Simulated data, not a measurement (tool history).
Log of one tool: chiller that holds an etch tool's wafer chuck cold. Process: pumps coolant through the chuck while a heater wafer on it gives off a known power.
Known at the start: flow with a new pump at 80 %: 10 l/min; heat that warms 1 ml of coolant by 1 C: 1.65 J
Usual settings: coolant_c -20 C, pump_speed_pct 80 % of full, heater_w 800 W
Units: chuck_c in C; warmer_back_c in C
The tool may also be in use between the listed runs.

run	hour	coolant_c	pump_speed_pct	heater_w	chuck_c	warmer_back_c
1	0	-20	80	800	-11.9	3.05
2	108.9	-20	80	800	-11.8	2.98
3	164.3	-20	80	800	-11.7	3.03
4	272.8	-20	80	800	-11.8	3.05
5	385	-20	95	800	-12.8	2.54
6	450.8	-20	93	800	-12.6	2.53
7	542.3	-20	80	477	-15.1	1.78
8	619.6	-20	80	518	-14.8	1.96
9	737.5	-20	80	800	-11.8	3.04
10	801.6	-20	80	800	-11.7	3.08
11	896	-20	80	800	-11.7	3.08
12	983.2	-20	80	800	-11.6	3.05
13	1071.1	-20	80	800	-11.6	3.08
14	1141.9	-20	80	800	-11.6	3.04
15	1199.3	-20	80	800	-11.4	3
16	1265.6	-20	80	800	-11.5	3.05
17	1355	-20	80	800	-11.4	3.05
18	1421.3	-20	80	800	-11.4	3.07
19	1504.6	-20	88	1048	-9.4	3.61
20	1621.3	-11	63	439	-5.5	2.22
21	1695.9	-16	62	800	-6	4.17
22	1756.3	-16	76	570	-9.6	2.26
23	1854.7	-12	94	570	-6.5	1.82
24	1937.7	-22	62	454	-16.2	2.38
25	2004.1	-22	62	454	-16.1	2.33
26	2061.3	-26	80	800	-17.3	3.09
27	2153.1	-11	80	403	-6.5	1.53
28	2265.4	-11	80	403	-6.6	1.55
29	2364.3	-13	80	800	-4.4	3.1
30	2426.9	-13	68	425	-7.9	1.96
31	2524.6	-13	68	425	-7.7	2.05
32	2606	-28	68	425	-22.8	1.98
33	2711.6	-28	68	425	-22.9	1.97

Not shown: 1 entry that the log had between the listed runs. Between which runs, and how does the tool's hidden state differ before and after?
Between runs 25 and 26: chiller's thermometer calibrated (hour 2027.5)
  heat passed by the chuck's channels, % of clean ones': 91.6 -> 91.5; flow at a given pump speed, % of a new pump's: 94.6 -> 94.5; coolant's true temperature over the reading, C: 0.24 -> 0.04
  measured less the result without the state, chuck_c: +0.8 -> +0.9 C; warmer_back_c: +0.12 -> +0.17 C
